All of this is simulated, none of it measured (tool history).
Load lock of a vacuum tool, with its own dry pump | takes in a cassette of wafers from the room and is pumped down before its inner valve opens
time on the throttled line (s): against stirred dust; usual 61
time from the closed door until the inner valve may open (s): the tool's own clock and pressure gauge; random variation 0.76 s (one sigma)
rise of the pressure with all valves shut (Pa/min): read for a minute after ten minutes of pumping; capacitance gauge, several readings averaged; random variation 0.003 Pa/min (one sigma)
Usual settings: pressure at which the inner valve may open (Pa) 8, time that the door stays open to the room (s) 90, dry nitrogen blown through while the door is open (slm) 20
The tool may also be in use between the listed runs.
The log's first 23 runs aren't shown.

run     hour  time on the throttled line (s)  pressure at which the inner valve may open (Pa)  time that the door stays open to the room (s)  dry nitrogen blown through while the door is open (slm)  hours that the pump has run since its overhaul  times that the door has closed on its seal  incoming humidity of the room's air, %  time from the closed door until the inner valve may open (s)  rise of the pressure with all valves shut (Pa/min)
 24   9997.9                              31                                               11                                            145                                                       23                                            7001                                       19292                                    47.0                                                         105.6                                               0.055
 25  10573.9                              33                                                9                                            118                                                       19                                            7577                                       20840                                    46.8                                                         108.9                                               0.062
 26  11143.1                              33                                               11                                             50                                                        9                                            8146                                       22370                                    44.9                                                         108.3                                               0.071
 27  11479.9                              37                                               11                                            223                                                       45                                            8483                                       23275                                    44.3                                                         111.4                                               0.067
 28  11958.9                              70                                               15                                            223                                                       45                                            8962                                       24563                                    45.2                                                         131.1                                               0.067
 29  12405.7                              70                                               15                                            223                                                       45                                            9409                                       25764                                    44.8                                                         132.3                                               0.076
     12611.0  -- dry pump taken out, an overhauled one fitted
 30  12992.2                              61                                               15                                             45                                                       20                                             381                                       27324                                    44.6                                                         119.9                                               0.070
 31  13252.2                              61                                               15                                            167                                                       20                                             641                                       28023                                    43.5                                                         120.7                                               0.091

5 ways to go on from here, each from the tool as it stands after run 31. What would each give?
  A  13754.5                              61                                               15                                            194                                                       45                                            1144                                       29373                                    47.2                                                             ?                                                   ?
  B  13754.5                              74                                                8                                            167                                                        8                                            1144                                       29373                                    44.9                                                             ?                                                   ?
  C  13754.5                              47                                               15                                            151                                                        8                                            1144                                       29373                                    44.0                                                             ?                                                   ?
  D  13754.5                              46                                               15                                            189                                                       20                                            1144                                       29373                                    43.9                                                             ?                                                   ?
  E  13754.5                              99                                               14                                            167                                                       20                                            1144                                       29373                                    46.0                                                             ?                                                   ?

run  time from the closed door until the inner valve may open (s)  rise of the pressure with all valves shut (Pa/min)
  A                                                         121.2                                               0.080
  B                                                         135.3                                               0.113
  C                                                         109.7                                               0.101
  D                                                         108.4                                               0.094
  E                                                         149.2                                               0.101
Without the tool's hidden state the same runs would have given:
run  time from the closed door until the inner valve may open (s)  rise of the pressure with all valves shut (Pa/min)
  A                                                         120.3                                               0.013
  B                                                         134.4                                               0.047
  C                                                         108.8                                               0.035
  D                                                         107.5                                               0.028
  E                                                         148.4                                               0.034
